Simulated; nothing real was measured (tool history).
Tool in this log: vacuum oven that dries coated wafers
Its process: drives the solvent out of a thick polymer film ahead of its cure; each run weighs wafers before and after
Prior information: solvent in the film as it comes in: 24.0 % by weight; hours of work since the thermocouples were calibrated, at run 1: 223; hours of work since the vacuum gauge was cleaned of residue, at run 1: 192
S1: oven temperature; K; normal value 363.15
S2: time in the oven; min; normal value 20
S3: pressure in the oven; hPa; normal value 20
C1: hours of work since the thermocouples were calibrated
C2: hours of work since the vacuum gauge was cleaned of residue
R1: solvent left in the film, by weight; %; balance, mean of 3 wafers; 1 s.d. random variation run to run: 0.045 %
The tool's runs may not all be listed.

run	hour	S1	S2	S3	C1	C2	R1
1	0	363.15	20	20	223	192	2.49
2	16.7	363.15	21	20	232	201	2.38
3	43	363.15	21	54.1	247	216	3.35
4	61.2	363.15	20	58.8	256	226	3.72
5	81.1	367.15	20	20	267	236	1.45
6	100.2	362.15	20	20	278	247	3.02
7	126.3	362.15	20	20	292	261	2.97
8	137.8	362.15	20	20	298	267	2.85
9	151.1	362.15	20	20	305	275	2.89
10	163.9	362.15	20	20	312	281	3.03
11	188.6	374.15	20	20	326	295	0.62
12	203.6	352.15	12	75.7	334	303	12.75
13	224	365.15	21	11.8	345	314	1.6
14	243.7	373.15	14	52.6	356	325	1.96
15	266.4	355.15	26	20	368	337	4.63
16	278.7	374.15	26	64.8	375	344	1.45
17	301.6	349.15	26	45.4	387	356	8.84
18	322.3	358.15	20	10.9	399	368	4.48
19	347.4	376.15	14	29.8	412	381	1.02
20	372.5	363.15	21	20	426	395	2.47
21	389.6	363.15	21	20	435	404	2.52

A few steps of R1 between consecutive runs. Split each: what settings, incoming material and random variation would produce without the hidden state, and what is left over for the hidden state, along with gauge scatter present in only one of the two compared results (measured, and without hidden state):
Unlogged tool condition in this case: true wafer temperature over the reading, C; true pressure over the reading, kPa; drift of the gauge itself on solvent_pct, %.
Run 11 -> 12: S1 374.15 -> 352.15, S2 20 -> 12, S3 20 -> 75.7. R1 +12.13 %: hidden state +0.21, all else +11.92.
Run 12 -> 13: S1 352.15 -> 365.15, S2 12 -> 21, S3 75.7 -> 11.8. R1 -11.15 %: hidden state -0.11, all else -11.04.
Run 15 -> 16: S1 355.15 -> 374.15, S3 20 -> 64.8. R1 -3.18 %: hidden state -0.25, all else -2.93.
Run 16 -> 17: S1 374.15 -> 349.15, S3 64.8 -> 45.4. R1 +7.39 %: hidden state +0.33, all else +7.06.
